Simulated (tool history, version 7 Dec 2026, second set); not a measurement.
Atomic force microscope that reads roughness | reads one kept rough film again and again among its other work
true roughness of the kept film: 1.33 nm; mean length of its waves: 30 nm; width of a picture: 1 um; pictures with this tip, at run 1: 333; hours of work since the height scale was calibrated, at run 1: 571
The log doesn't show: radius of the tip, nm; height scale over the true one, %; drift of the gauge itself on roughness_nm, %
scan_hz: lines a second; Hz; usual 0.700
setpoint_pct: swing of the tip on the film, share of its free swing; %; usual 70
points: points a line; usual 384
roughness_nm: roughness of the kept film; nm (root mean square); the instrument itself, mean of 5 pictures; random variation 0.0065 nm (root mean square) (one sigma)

| run | hour | scan_hz | setpoint_pct | points | pictures with this tip | hours of work since the height scale was calibrated | roughness_nm |
|---|---|---|---|---|---|---|---|
| 1 | 0.0 | 0.700 | 70 | 384 | 333 | 571 | 1.229 |
|  | 21.4 | new tip fitted |
| 2 | 40.5 | 0.700 | 70 | 384 | 42 | 599 | 1.267 |
| 3 | 78.9 | 0.700 | 63 | 384 | 126 | 626 | 1.257 |
| 4 | 108.7 | 0.700 | 63 | 384 | 192 | 647 | 1.255 |
| 5 | 155.1 | 0.700 | 70 | 384 | 294 | 680 | 1.228 |
|  | 193.6 | new tip fitted |
| 6 | 195.8 | 0.700 | 64 | 384 | 5 | 708 | 1.272 |
| 7 | 221.3 | 0.700 | 64 | 384 | 61 | 726 | 1.261 |
| 8 | 257.1 | 0.700 | 64 | 384 | 140 | 752 | 1.251 |
| 9 | 284.6 | 0.700 | 64 | 384 | 200 | 771 | 1.252 |
| 10 | 325.6 | 0.700 | 64 | 384 | 290 | 800 | 1.244 |
|  | 366.5 | new tip fitted |
| 11 | 366.9 | 0.700 | 64 | 384 | 1 | 829 | 1.266 |
| 12 | 410.4 | 0.700 | 70 | 343 | 97 | 860 | 1.252 |
| 13 | 447.8 | 0.700 | 70 | 343 | 179 | 886 | 1.240 |
| 14 | 481.4 | 0.700 | 70 | 343 | 253 | 910 | 1.238 |
| 15 | 525.0 | 0.700 | 70 | 343 | 348 | 941 | 1.223 |
|  | 537.9 | new tip fitted |
| 16 | 545.5 | 2.522 | 70 | 343 | 16 | 955 | 1.219 |
| 17 | 576.2 | 2.522 | 70 | 343 | 84 | 976 | 1.217 |
| 18 | 605.7 | 0.700 | 66 | 384 | 149 | 997 | 1.239 |
| 19 | 625.6 | 1.600 | 61 | 571 | 192 | 1011 | 1.252 |
| 20 | 672.2 | 1.600 | 61 | 571 | 295 | 1044 | 1.240 |
|  | 711.2 | new tip fitted |
| 21 | 716.9 | 1.600 | 61 | 571 | 13 | 1075 | 1.272 |
| 22 | 740.4 | 0.595 | 70 | 384 | 64 | 1092 | 1.274 |
|  | 744.9 | height scale calibrated on a step standard |
| 23 | 760.4 | 1.986 | 70 | 308 | 106 | 11 | 1.226 |
| 24 | 787.3 | 1.054 | 70 | 376 | 165 | 30 | 1.250 |
|  | 819.3 | height scale calibrated on a step standard, once more |
| 25 | 829.5 | 1.044 | 70 | 526 | 256 | 7 | 1.225 |
| 26 | 870.8 | 1.777 | 70 | 859 | 347 | 36 | 1.199 |
|  | 885.1 | new tip fitted |
| 27 | 890.3 | 0.797 | 70 | 349 | 11 | 50 | 1.254 |
| 28 | 919.5 | 0.957 | 70 | 380 | 76 | 70 | 1.262 |
| 29 | 950.7 | 0.957 | 70 | 380 | 144 | 92 | 1.225 |
| 30 | 993.1 | 1.068 | 73 | 822 | 237 | 122 | 1.213 |
| 31 | 1018.3 | 1.573 | 58 | 384 | 293 | 140 | 1.237 |
| 32 | 1040.7 | 0.644 | 70 | 384 | 342 | 156 | 1.227 |
|  | 1057.5 | new tip fitted |
| 33 | 1071.4 | 0.700 | 57 | 336 | 30 | 177 | 1.264 |
| 34 | 1102.6 | 1.628 | 57 | 284 | 99 | 199 | 1.241 |
| 35 | 1138.5 | 1.959 | 83 | 782 | 178 | 225 | 1.177 |

How the hidden state differs across the entries between the runs, from the last listed run before each to the first after it:
Between runs 1 and 2: new tip fitted (hour 21.4)
  radius of the tip, nm: 11.4 -> 5.9; height scale over the true one, %: 0.34 -> 0.35
  measured less the result without the state, roughness_nm: -0.040 -> -0.001 nm (root mean square)
Between runs 5 and 6: new tip fitted (hour 193.6)
  radius of the tip, nm: 10.2 -> 5.2; height scale over the true one, %: 0.41 -> 0.42
  measured less the result without the state, roughness_nm: -0.031 -> +0.004 nm (root mean square)
Between runs 10 and 11: new tip fitted (hour 366.5)
  radius of the tip, nm: 10.2 -> 5.2; height scale over the true one, %: 0.48 -> 0.5
  measured less the result without the state, roughness_nm: -0.030 -> +0.005 nm (root mean square)
Between runs 15 and 16: new tip fitted (hour 537.9)
  radius of the tip, nm: 11.6 -> 5.5; height scale over the true one, %: 0.57 -> 0.58
  measured less the result without the state, roughness_nm: -0.038 -> +0.004 nm (root mean square)
Between runs 20 and 21: new tip fitted (hour 711.2)
  radius of the tip, nm: 10.6 -> 5.5; height scale over the true one, %: 0.64 -> 0.66
  measured less the result without the state, roughness_nm: -0.031 -> +0.004 nm (root mean square)
Between runs 22 and 23: height scale calibrated on a step standard (hour 744.9)
  radius of the tip, nm: 6.4 -> 7.3; height scale over the true one, %: 0.67 -> 1
  measured less the result without the state, roughness_nm: -0.002 -> -0.004 nm (root mean square)
Between runs 24 and 25: height scale calibrated on a step standard, once more (hour 819.3)
  radius of the tip, nm: 8.3 -> 9.9; height scale over the true one, %: 1.01 -> -0.01
  measured less the result without the state, roughness_nm: -0.010 -> -0.034 nm (root mean square)
Between runs 26 and 27: new tip fitted (hour 885.1)
  radius of the tip, nm: 11.5 -> 5.4; height scale over the true one, %: 0.01 -> 0.02
  measured less the result without the state, roughness_nm: -0.044 -> -0.003 nm (root mean square)
Between runs 32 and 33: new tip fitted (hour 1057.5)
  radius of the tip, nm: 11.5 -> 6.2; height scale over the true one, %: 0.09 -> 0.1
  measured less the result without the state, roughness_nm: -0.044 -> -0.007 nm (root mean square)

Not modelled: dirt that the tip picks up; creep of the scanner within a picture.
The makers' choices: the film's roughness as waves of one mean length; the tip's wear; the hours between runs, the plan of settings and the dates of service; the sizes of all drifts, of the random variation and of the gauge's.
